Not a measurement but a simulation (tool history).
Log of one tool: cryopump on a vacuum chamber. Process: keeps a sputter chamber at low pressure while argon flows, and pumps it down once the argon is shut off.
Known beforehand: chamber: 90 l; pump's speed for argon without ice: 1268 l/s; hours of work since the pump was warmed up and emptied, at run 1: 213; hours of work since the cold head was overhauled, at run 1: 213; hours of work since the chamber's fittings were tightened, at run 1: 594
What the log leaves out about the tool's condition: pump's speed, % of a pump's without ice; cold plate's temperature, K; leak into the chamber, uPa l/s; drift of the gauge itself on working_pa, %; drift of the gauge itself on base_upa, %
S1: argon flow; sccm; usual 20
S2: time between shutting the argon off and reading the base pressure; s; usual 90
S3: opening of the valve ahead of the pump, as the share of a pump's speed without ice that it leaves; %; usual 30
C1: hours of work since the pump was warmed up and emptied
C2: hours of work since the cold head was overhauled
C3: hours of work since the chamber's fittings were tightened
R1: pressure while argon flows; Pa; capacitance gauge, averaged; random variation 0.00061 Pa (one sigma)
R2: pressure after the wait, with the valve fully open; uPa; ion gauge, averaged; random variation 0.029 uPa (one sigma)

{"run": 1, "hour": 0.0, "S1": 20, "S2": 90, "S3": 30, "C1": 213, "C2": 213, "C3": 594, "R1": 0.0946, "R2": 3.11}
{"run": 2, "hour": 15.2, "S1": 20, "S2": 90, "S3": 30, "C1": 225, "C2": 225, "C3": 607, "R1": 0.0956, "R2": 3.19}
{"run": 3, "hour": 23.1, "S1": 20, "S2": 98, "S3": 30, "C1": 232, "C2": 232, "C3": 614, "R1": 0.095, "R2": 3.11}
{"run": 4, "hour": 32.0, "S1": 20, "S2": 98, "S3": 30, "C1": 239, "C2": 239, "C3": 621, "R1": 0.0946, "R2": 3.19}
{"run": 5, "hour": 43.4, "S1": 20, "S2": 98, "S3": 16, "C1": 249, "C2": 249, "C3": 631, "R1": 0.1734, "R2": 3.18}
{"run": 6, "hour": 55.7, "S1": 20, "S2": 90, "S3": 30, "C1": 259, "C2": 259, "C3": 641, "R1": 0.0959, "R2": 3.29}
{"run": 7, "hour": 64.6, "S1": 26, "S2": 90, "S3": 30, "C1": 266, "C2": 266, "C3": 648, "R1": 0.1246, "R2": 3.27}
{"run": 8, "hour": 79.2, "S1": 26, "S2": 90, "S3": 30, "C1": 279, "C2": 279, "C3": 660, "R1": 0.1259, "R2": 3.42}
{"run": 9, "hour": 90.1, "S1": 26, "S2": 90, "S3": 30, "C1": 288, "C2": 288, "C3": 669, "R1": 0.1252, "R2": 3.38}
{"run": 10, "hour": 104.2, "S1": 26, "S2": 90, "S3": 30, "C1": 299, "C2": 299, "C3": 681, "R1": 0.1262, "R2": 3.39}
{"run": 11, "hour": 114.1, "S1": 26, "S2": 90, "S3": 30, "C1": 308, "C2": 308, "C3": 689, "R1": 0.1275, "R2": 3.55}
{"run": 12, "hour": 122.8, "S1": 33, "S2": 26, "S3": 35, "C1": 315, "C2": 315, "C3": 697, "R1": 0.1395, "R2": 6.5}
{"run": 13, "hour": 137.8, "S1": 33, "S2": 26, "S3": 35, "C1": 327, "C2": 327, "C3": 709, "R1": 0.1413, "R2": 6.57}
{"run": 14, "hour": 150.2, "S1": 18, "S2": 22, "S3": 23, "C1": 338, "C2": 338, "C3": 719, "R1": 0.1126, "R2": 7.44}

Expected results for the next run?
{"run": 15, "hour": 166.6, "S1": 18, "S2": 127, "S3": 23, "C1": 351, "C2": 351, "C3": 733, "R1": "?", "R2": "?"}

For run 15 the tool returned R1 0.113 Pa, R2 3.54 uPa.
On a tool with no hidden condition, and with the same random variation, this run would have come out at R1 0.1033 Pa, R2 1.09 uPa.
